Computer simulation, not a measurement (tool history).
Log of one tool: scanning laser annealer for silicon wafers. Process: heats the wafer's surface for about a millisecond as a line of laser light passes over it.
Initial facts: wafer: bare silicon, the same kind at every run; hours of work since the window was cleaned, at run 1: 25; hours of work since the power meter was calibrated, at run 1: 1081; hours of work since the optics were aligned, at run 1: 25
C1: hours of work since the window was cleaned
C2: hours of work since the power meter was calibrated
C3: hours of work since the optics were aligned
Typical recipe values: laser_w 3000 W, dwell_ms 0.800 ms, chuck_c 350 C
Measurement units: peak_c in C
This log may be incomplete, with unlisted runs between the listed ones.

run 1 hour=0.0 | laser_w=3000 dwell_ms=0.800 chuck_c=350 | C1=25 C2=1081 C3=25 | peak_c=1190
run 2 hour=41.4 | laser_w=3000 dwell_ms=0.800 chuck_c=350 | C1=47 C2=1103 C3=47 | peak_c=1189
run 3 hour=67.3 | laser_w=3000 dwell_ms=0.800 chuck_c=350 | C1=60 C2=1116 C3=60 | peak_c=1188
run 4 hour=108.5 | laser_w=3000 dwell_ms=0.619 chuck_c=350 | C1=82 C2=1138 C3=82 | peak_c=1098
run 5 hour=147.2 | laser_w=2925 dwell_ms=0.800 chuck_c=350 | C1=102 C2=1158 C3=102 | peak_c=1163
run 6 hour=201.9 | laser_w=3000 dwell_ms=0.800 chuck_c=350 | C1=131 C2=1187 C3=131 | peak_c=1186
run 7 hour=230.0 | laser_w=2826 dwell_ms=0.800 chuck_c=350 | C1=145 C2=1201 C3=145 | peak_c=1125
run 8 hour=268.2 | laser_w=2751 dwell_ms=0.800 chuck_c=350 | C1=165 C2=1221 C3=165 | peak_c=1100
run 9 hour=297.1 | laser_w=3078 dwell_ms=0.800 chuck_c=355 | C1=180 C2=1236 C3=180 | peak_c=1214
run 10 hour=346.1 | laser_w=3078 dwell_ms=0.800 chuck_c=355 | C1=206 C2=1262 C3=206 | peak_c=1210
run 11 hour=388.8 | laser_w=3078 dwell_ms=0.800 chuck_c=355 | C1=228 C2=1284 C3=228 | peak_c=1213
run 12 hour=425.0 | laser_w=3139 dwell_ms=0.683 chuck_c=355 | C1=247 C2=1303 C3=247 | peak_c=1171
run 13 hour=466.6 | laser_w=3139 dwell_ms=0.683 chuck_c=355 | C1=269 C2=1325 C3=269 | peak_c=1172
run 14 hour=511.0 | laser_w=3137 dwell_ms=0.683 chuck_c=327 | C1=292 C2=1348 C3=292 | peak_c=1139
run 15 hour=560.7 | laser_w=2726 dwell_ms=0.707 chuck_c=367 | C1=318 C2=1374 C3=318 | peak_c=1065
run 16 hour=619.3 | laser_w=2611 dwell_ms=0.800 chuck_c=353 | C1=348 C2=1404 C3=348 | peak_c=1050

What if the next run were any one of these 5? Each begins from the tool's condition after run 16:
run A hour=644.2 | laser_w=3174 dwell_ms=0.800 chuck_c=350 | C1=361 C2=1417 C3=361 | peak_c=?
run B hour=644.2 | laser_w=2577 dwell_ms=0.800 chuck_c=350 | C1=361 C2=1417 C3=361 | peak_c=?
run C hour=644.2 | laser_w=3000 dwell_ms=0.719 chuck_c=312 | C1=361 C2=1417 C3=361 | peak_c=?
run D hour=644.2 | laser_w=3000 dwell_ms=0.806 chuck_c=379 | C1=361 C2=1417 C3=361 | peak_c=?
run E hour=644.2 | laser_w=3104 dwell_ms=0.800 chuck_c=336 | C1=361 C2=1417 C3=361 | peak_c=?

run=A peak_c=1228
run=B peak_c=1032
run=C peak_c=1092
run=D peak_c=1206
run=E peak_c=1193
The same runs, with their run-to-run variation unchanged, on a tool lacking any hidden condition would have given:
run=A peak_c=1251
run=B peak_c=1050
run=C peak_c=1112
run=D peak_c=1227
run=E peak_c=1215

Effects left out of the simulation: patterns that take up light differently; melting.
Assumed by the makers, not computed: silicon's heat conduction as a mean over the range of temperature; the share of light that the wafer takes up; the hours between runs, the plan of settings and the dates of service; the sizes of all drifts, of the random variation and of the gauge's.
